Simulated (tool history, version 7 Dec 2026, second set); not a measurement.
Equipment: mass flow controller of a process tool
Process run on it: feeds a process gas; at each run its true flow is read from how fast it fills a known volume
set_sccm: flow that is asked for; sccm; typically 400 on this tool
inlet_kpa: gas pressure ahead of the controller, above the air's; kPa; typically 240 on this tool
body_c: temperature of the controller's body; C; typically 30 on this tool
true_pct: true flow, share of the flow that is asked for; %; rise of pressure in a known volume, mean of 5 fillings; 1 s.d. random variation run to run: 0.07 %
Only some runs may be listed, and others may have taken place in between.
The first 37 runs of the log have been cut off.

Run 38, hour 10922.9: usual settings but set_sccm 290 sccm, body_c 34 C. Result: true_pct 100.38 %.
Run 39, hour 11117: usual settings but set_sccm 290 sccm, inlet_kpa 187 kPa, body_c 34 C. Result: true_pct 100.85 %.
Run 40, hour 11531.4: usual settings but set_sccm 89 sccm, inlet_kpa 259 kPa, body_c 21 C. Result: true_pct 98.97 %.
Run 41, hour 11929.3: usual settings but set_sccm 89 sccm, inlet_kpa 259 kPa, body_c 21 C. Result: true_pct 99 %.
Run 42, hour 12339.7: usual settings but inlet_kpa 245 kPa, body_c 20 C. Result: true_pct 101.96 %.
Run 43, hour 12698.8: usual settings but inlet_kpa 180 kPa, body_c 20 C. Result: true_pct 102.47 %.
Run 44, hour 13102.5: usual settings but body_c 33 C. Result: true_pct 101.33 %.
Run 45, hour 13512.8: usual settings but body_c 33 C. Result: true_pct 101.41 %.
Run 46, hour 13912.3: usual settings but set_sccm 424 sccm, body_c 33 C. Result: true_pct 101.55 %.
Run 47, hour 14239.3: usual settings but set_sccm 424 sccm, body_c 33 C. Result: true_pct 101.59 %.
Run 48, hour 14441.6: usual settings but set_sccm 435 sccm, inlet_kpa 157 kPa, body_c 26 C. Result: true_pct 102.74 %.
Run 49, hour 14684.3: usual settings but set_sccm 435 sccm, inlet_kpa 157 kPa, body_c 26 C. Result: true_pct 102.74 %.

What if the next run were any one of these 3? Each begins from the tool's condition after run 49:
Run A, hour 14916.9: usual settings but set_sccm 207 sccm. Result: true_pct ?.
Run B, hour 14916.9: usual settings but set_sccm 430 sccm, inlet_kpa 217 kPa, body_c 27 C. Result: true_pct ?.
Run C, hour 14916.9: usual settings but body_c 21 C. Result: true_pct ?.

run  true_pct
  A     99.98
  B    102.07
  C    102.13
Take away the tool's hidden state, keep each run's random variation, and the runs would have read:
run  true_pct
  A     97.52
  B     99.17
  C     99.26

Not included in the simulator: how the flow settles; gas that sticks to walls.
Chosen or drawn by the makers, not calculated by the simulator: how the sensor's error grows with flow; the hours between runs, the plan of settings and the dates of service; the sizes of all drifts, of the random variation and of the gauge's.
